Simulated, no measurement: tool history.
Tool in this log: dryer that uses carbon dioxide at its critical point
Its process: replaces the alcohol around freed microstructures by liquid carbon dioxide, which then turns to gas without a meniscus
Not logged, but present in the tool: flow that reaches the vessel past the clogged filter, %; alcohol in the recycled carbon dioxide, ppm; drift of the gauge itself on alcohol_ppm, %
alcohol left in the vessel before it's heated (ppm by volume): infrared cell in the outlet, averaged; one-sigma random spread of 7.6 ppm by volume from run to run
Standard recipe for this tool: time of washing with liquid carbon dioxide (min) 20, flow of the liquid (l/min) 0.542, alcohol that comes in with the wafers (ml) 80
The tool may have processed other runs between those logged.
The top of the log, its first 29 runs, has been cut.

run	day	time of washing with liquid carbon dioxide (min)	flow of the liquid (l/min)	alcohol that comes in with the wafers (ml)	hours of work since the filter was changed	hours of work since the purifier's bed was changed	alcohol left in the vessel before it's heated (ppm by volume)
30	7.854	15	0.342	28	30	329	1659
31	8.029	16	0.365	24	33	332	1070
32	8.3	18	0.423	24	38	336	519
33	8.704	18	0.423	24	44	343	531
34	9.042	15	0.841	80	50	348	224
35	9.229	15	0.841	80	53	351	222
36	9.421	15	0.841	80	56	355	236
37	9.612	15	0.841	80	59	358	229
38	9.808	29	0.542	35	62	361	68
39	10.167	29	0.578	20	68	367	68
40	10.508	20	0.545	54	74	372	331
41	10.888	20	0.545	54	80	379	316
42	11.204	20	0.541	44	85	384	285
43	11.379	26	0.373	33	88	387	337
44	11.721	18	0.542	80	94	392	726
45	12.083	14	0.542	80	100	398	1761
46	12.262	17	0.358	80	103	401	3273
47	12.517	17	0.358	80	107	405	3321

Branching from run 47: 4 alternative next runs. What would each branch give?
A	12.812	13	0.542	80	112	410	?
B	12.812	20	0.533	118	112	410	?
C	12.812	20	0.542	104	112	410	?
D	12.812	17	0.425	103	112	410	?

run	alcohol left in the vessel before it's heated (ppm by volume)
A	2138
B	748
C	636
D	2669
Without the tool's hidden state the same runs would have given:
run	alcohol left in the vessel before it's heated (ppm by volume)
A	1869
B	595
C	499
D	2337

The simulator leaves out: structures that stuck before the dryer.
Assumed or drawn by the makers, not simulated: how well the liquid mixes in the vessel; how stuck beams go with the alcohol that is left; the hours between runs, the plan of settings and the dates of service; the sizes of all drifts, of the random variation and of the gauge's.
